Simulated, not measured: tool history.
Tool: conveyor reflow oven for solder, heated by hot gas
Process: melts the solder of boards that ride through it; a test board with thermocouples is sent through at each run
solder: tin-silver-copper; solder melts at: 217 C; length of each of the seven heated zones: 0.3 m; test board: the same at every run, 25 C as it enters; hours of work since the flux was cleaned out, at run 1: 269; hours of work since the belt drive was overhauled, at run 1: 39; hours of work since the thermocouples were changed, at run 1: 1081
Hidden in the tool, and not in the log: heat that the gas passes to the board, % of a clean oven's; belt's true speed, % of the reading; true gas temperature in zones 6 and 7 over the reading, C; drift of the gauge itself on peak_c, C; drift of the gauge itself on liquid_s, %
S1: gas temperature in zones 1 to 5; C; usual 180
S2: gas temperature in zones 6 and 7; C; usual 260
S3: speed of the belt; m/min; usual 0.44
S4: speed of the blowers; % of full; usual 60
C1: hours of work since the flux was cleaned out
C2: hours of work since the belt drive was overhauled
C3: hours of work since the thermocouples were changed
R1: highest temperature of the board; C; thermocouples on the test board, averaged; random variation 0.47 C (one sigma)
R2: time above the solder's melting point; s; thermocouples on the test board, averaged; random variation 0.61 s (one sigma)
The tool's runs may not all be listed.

| run | hour | S1 | S2 | S3 | S4 | C1 | C2 | C3 | R1 | R2 |
|---|---|---|---|---|---|---|---|---|---|---|
| 1 | 0 | 180 | 260 | 0.44 | 60 | 269 | 39 | 1081 | 244.9 | 57.6 |
| 2 | 45 | 180 | 260 | 0.44 | 60 | 296 | 65 | 1108 | 244.8 | 56.7 |
| 3 | 93.8 | 180 | 260 | 0.44 | 60 | 325 | 94 | 1137 | 244.9 | 57.9 |
| 4 | 130.4 | 180 | 260 | 0.44 | 60 | 346 | 116 | 1159 | 244.7 | 56.7 |
| 5 | 153.5 | 180 | 260 | 0.44 | 60 | 360 | 130 | 1172 | 245.2 | 56.9 |
|  | 171.6 | thermocouples of zones 6 and 7 changed |
| 6 | 204.5 | 180 | 260 | 0.44 | 60 | 389 | 159 | 19 | 245.5 | 57.6 |
| 7 | 250.7 | 180 | 260 | 0.44 | 60 | 416 | 186 | 47 | 244.7 | 57.7 |
| 8 | 284.7 | 180 | 260 | 0.44 | 60 | 437 | 206 | 67 | 244.7 | 57.1 |
| 9 | 311.3 | 180 | 260 | 0.44 | 60 | 452 | 222 | 83 | 244.5 | 57.3 |
| 10 | 335.7 | 180 | 260 | 0.44 | 60 | 467 | 237 | 97 | 244.8 | 56.9 |
|  | 374.2 | flux residue cleaned out of gas plates and filters |
| 11 | 388.5 | 180 | 260 | 0.44 | 60 | 8 | 265 | 126 | 244.7 | 57.4 |
| 12 | 418.1 | 180 | 260 | 0.44 | 60 | 26 | 282 | 143 | 244.1 | 56.4 |
| 13 | 464.2 | 180 | 260 | 0.44 | 60 | 53 | 310 | 170 | 245.3 | 56.7 |
| 14 | 510.1 | 180 | 260 | 0.44 | 60 | 81 | 337 | 198 | 245.1 | 57.6 |
| 15 | 558.1 | 180 | 260 | 0.44 | 60 | 109 | 365 | 226 | 245.5 | 57.8 |
| 16 | 605.8 | 180 | 255 | 0.394 | 56 | 137 | 394 | 254 | 242.8 | 63.4 |
| 17 | 635.5 | 184 | 251 | 0.507 | 72 | 155 | 411 | 272 | 236.6 | 44.2 |
| 18 | 685.2 | 181 | 254 | 0.44 | 65 | 184 | 441 | 302 | 241.1 | 55 |
| 19 | 708.4 | 188 | 249 | 0.506 | 57 | 198 | 455 | 315 | 232.9 | 38 |
| 20 | 758.5 | 172 | 249 | 0.506 | 90 | 228 | 484 | 345 | 236.8 | 40.5 |
| 21 | 810.1 | 171 | 260 | 0.44 | 89 | 258 | 515 | 376 | 249.3 | 59.2 |
| 22 | 844.5 | 180 | 260 | 0.44 | 77 | 279 | 535 | 396 | 248 | 62.1 |
| 23 | 875 | 180 | 260 | 0.44 | 77 | 297 | 553 | 414 | 249.1 | 61.7 |
| 24 | 916.8 | 180 | 260 | 0.44 | 77 | 322 | 578 | 439 | 248.9 | 61.7 |
| 25 | 944.9 | 180 | 268 | 0.44 | 68 | 338 | 595 | 456 | 254.2 | 64.4 |
| 26 | 973 | 180 | 268 | 0.44 | 68 | 355 | 611 | 472 | 253 | 64.3 |
| 27 | 1001.4 | 180 | 268 | 0.44 | 68 | 372 | 628 | 489 | 253.6 | 64.9 |

The next listed run, before its measurement:
| 28 | 1025.3 | 180 | 260 | 0.502 | 77 | 386 | 642 | 503 | ? | ? |

{"run 28": {"R1": 246.1, "R2": 51}}
Without the tool's hidden state the same run would have given R1 246.3 C, R2 51.1 s.
